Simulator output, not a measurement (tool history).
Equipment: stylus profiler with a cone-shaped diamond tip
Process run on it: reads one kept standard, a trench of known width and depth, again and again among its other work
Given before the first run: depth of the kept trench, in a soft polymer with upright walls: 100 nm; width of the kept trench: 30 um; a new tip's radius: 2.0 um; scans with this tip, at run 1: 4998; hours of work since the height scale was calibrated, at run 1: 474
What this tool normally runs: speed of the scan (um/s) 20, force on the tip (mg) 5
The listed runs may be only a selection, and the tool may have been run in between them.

| run | hour | speed of the scan (um/s) | force on the tip (mg) | scans with this tip | hours of work since the height scale was calibrated | depth of the trench (Å) | width of the trench's floor (um) |
|---|---|---|---|---|---|---|---|
| 1 | 0 | 20 | 5 | 4998 | 474 | 1011.6 | 28.65 |
| 2 | 38.4 | 20 | 5 | 5190 | 492 | 1011.6 | 28.63 |
| 3 | 69 | 20 | 5 | 5343 | 507 | 1011.7 | 28.58 |
| 4 | 125.7 | 20 | 5 | 5626 | 534 | 1012.6 | 28.65 |
| 5 | 175.1 | 30 | 5 | 5873 | 557 | 1012.2 | 28.63 |
| 6 | 218.5 | 30 | 5 | 6089 | 578 | 1011.6 | 28.58 |
| 7 | 277.9 | 30 | 5 | 6386 | 606 | 1011.9 | 28.59 |
| 8 | 328.8 | 30 | 5 | 6640 | 630 | 1012.2 | 28.54 |
| 9 | 383.7 | 30 | 5 | 6914 | 656 | 1012.2 | 28.55 |
| 10 | 410.8 | 30 | 5 | 7049 | 669 | 1012.2 | 28.62 |
| 11 | 473.2 | 65 | 5 | 7361 | 698 | 1012.6 | 28.5 |
| 12 | 524.1 | 20 | 5.61 | 7615 | 722 | 1013.1 | 28.62 |
| 13 | 571.7 | 20 | 5.61 | 7853 | 745 | 1014 | 28.58 |
| 14 | 608.3 | 20 | 5 | 8035 | 762 | 1013.1 | 28.6 |
| 15 | 638.7 | 20 | 5 | 8187 | 777 | 1012.7 | 28.61 |
| 16 | 691.9 | 20 | 5 | 8452 | 802 | 1013 | 28.58 |
| 17 | 729 | 20 | 5 | 8638 | 819 | 1013.2 | 28.56 |
| 18 | 754.8 | 20 | 4.07 | 8767 | 832 | 1012.1 | 28.6 |
| 19 | 799.4 | 20 | 4.07 | 8990 | 853 | 1012.3 | 28.53 |
| 20 | 848 | 19 | 4.07 | 9232 | 876 | 1011.8 | 28.62 |
| 21 | 905.4 | 19 | 4.07 | 9519 | 903 | 1013.2 | 28.59 |
| 22 | 938.9 | 19 | 4.07 | 9686 | 919 | 1013 | 28.55 |
| 23 | 990.1 | 61 | 5 | 9942 | 943 | 1013.8 | 28.51 |
| 24 | 1037.4 | 61 | 5.07 | 10178 | 965 | 1013.8 | 28.47 |
| 25 | 1068.2 | 61 | 5.07 | 10332 | 980 | 1013.1 | 28.42 |
|  | 1073 | height scale calibrated on a step standard |
| 26 | 1098.2 | 10 | 12.33 | 10479 | 12 | 1023.1 | 28.57 |
| 27 | 1131.3 | 10 | 12.33 | 10644 | 28 | 1022.8 | 28.61 |
|  | 1166 | height scale calibrated on a step standard, once more |
| 28 | 1188.6 | 19 | 4.79 | 10928 | 11 | 1008.7 | 28.57 |
| 29 | 1245.6 | 19 | 4.79 | 11212 | 38 | 1008.3 | 28.55 |
| 30 | 1303.2 | 19 | 4.79 | 11500 | 65 | 1008.7 | 28.56 |
| 31 | 1348.2 | 6 | 6.65 | 11724 | 86 | 1011.7 | 28.59 |
| 32 | 1383.3 | 38 | 7.18 | 11900 | 103 | 1011 | 28.53 |
| 33 | 1425 | 12 | 2.14 | 12108 | 123 | 1005.2 | 28.63 |
| 34 | 1466.3 | 10 | 10.1 | 12314 | 142 | 1015.9 | 28.53 |
| 35 | 1495.1 | 10 | 10.1 | 12458 | 156 | 1014.6 | 28.55 |
| 36 | 1539 | 50 | 3.97 | 12677 | 177 | 1007.6 | 28.41 |
| 37 | 1586.4 | 47 | 3 | 12914 | 199 | 1006.5 | 28.49 |
| 38 | 1611.9 | 21 | 2.53 | 13041 | 211 | 1005.5 | 28.51 |
| 39 | 1647.6 | 20 | 13.1 | 13219 | 228 | 1017.9 | 28.55 |
| 40 | 1700.3 | 20 | 13.1 | 13482 | 253 | 1018.2 | 28.58 |
| 41 | 1737.6 | 10 | 4.95 | 13669 | 271 | 1010 | 28.55 |
| 42 | 1787.5 | 10 | 2.81 | 13918 | 294 | 1006.8 | 28.56 |

Alternative continuations, all from the tool just after run 42; predict every row:
| A | 1818.5 | 22 | 2.81 | 14072 | 309 | ? | ? |
| B | 1818.5 | 29 | 2.52 | 14072 | 309 | ? | ? |
| C | 1818.5 | 10 | 6.66 | 14072 | 309 | ? | ? |
| D | 1818.5 | 33 | 3.29 | 14072 | 309 | ? | ? |
| E | 1818.5 | 6 | 6.08 | 14072 | 309 | ? | ? |

| run | depth of the trench (Å) | width of the trench's floor (um) |
|---|---|---|
| A | 1007.5 | 28.53 |
| B | 1006.6 | 28.49 |
| C | 1012.7 | 28.58 |
| D | 1008.5 | 28.49 |
| E | 1011.2 | 28.53 |
Stripped of hidden state, with their random variation kept, the same runs would have yielded:
| run | depth of the trench (Å) | width of the trench's floor (um) |
|---|---|---|
| A | 1006.7 | 28.71 |
| B | 1005.9 | 28.67 |
| C | 1012 | 28.75 |
| D | 1007.7 | 28.66 |
| E | 1010.5 | 28.7 |
